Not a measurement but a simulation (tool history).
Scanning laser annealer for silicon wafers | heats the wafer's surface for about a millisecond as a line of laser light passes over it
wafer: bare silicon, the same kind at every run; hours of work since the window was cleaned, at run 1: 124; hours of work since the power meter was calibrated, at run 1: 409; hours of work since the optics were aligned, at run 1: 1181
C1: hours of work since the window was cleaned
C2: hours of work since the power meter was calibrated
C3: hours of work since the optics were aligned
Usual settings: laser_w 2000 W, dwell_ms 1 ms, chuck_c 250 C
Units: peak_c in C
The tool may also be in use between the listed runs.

run 1 hour=0 | laser_w=2000 dwell_ms=1 chuck_c=250 | C1=124 C2=409 C3=1181 | peak_c=960
run 2 hour=12.8 | laser_w=2000 dwell_ms=1.13 chuck_c=250 | C1=129 C2=415 C3=1187 | peak_c=1008
run 3 hour=28.9 | laser_w=2000 dwell_ms=1.13 chuck_c=250 | C1=136 C2=421 C3=1194 | peak_c=1007
-- hour=32.5 window over the wafer cleaned
run 4 hour=52.9 | laser_w=2000 dwell_ms=1 chuck_c=250 | C1=9 C2=431 C3=1203 | peak_c=945
run 5 hour=74.7 | laser_w=2000 dwell_ms=1 chuck_c=250 | C1=18 C2=440 C3=1212 | peak_c=947
run 6 hour=92.4 | laser_w=1773 dwell_ms=1 chuck_c=248 | C1=25 C2=447 C3=1220 | peak_c=848
-- hour=97.9 window over the wafer cleaned, once more
run 7 hour=115.6 | laser_w=1874 dwell_ms=1.08 chuck_c=222 | C1=8 C2=456 C3=1229 | peak_c=921
run 8 hour=134 | laser_w=1874 dwell_ms=1.08 chuck_c=222 | C1=15 C2=464 C3=1236 | peak_c=922
run 9 hour=156.1 | laser_w=2017 dwell_ms=1.05 chuck_c=289 | C1=25 C2=474 C3=1246 | peak_c=1041
run 10 hour=177.7 | laser_w=2067 dwell_ms=0.97 chuck_c=230 | C1=34 C2=483 C3=1255 | peak_c=969

4 ways to go on from here, each from the tool as it stands after run 10. What would each give?
run A hour=193.3 | laser_w=2139 dwell_ms=1.02 chuck_c=250 | C1=40 C2=489 C3=1262 | peak_c=?
run B hour=193.3 | laser_w=2067 dwell_ms=0.77 chuck_c=270 | C1=40 C2=489 C3=1262 | peak_c=?
run C hour=193.3 | laser_w=2008 dwell_ms=0.97 chuck_c=216 | C1=40 C2=489 C3=1262 | peak_c=?
run D hour=193.3 | laser_w=2147 dwell_ms=1.07 chuck_c=264 | C1=40 C2=489 C3=1262 | peak_c=?

run=A peak_c=1045
run=B peak_c=922
run=C peak_c=931
run=D peak_c=1082
Without the tool's hidden state the same runs would have given:
run=A peak_c=1065
run=B peak_c=938
run=C peak_c=949
run=D peak_c=1102
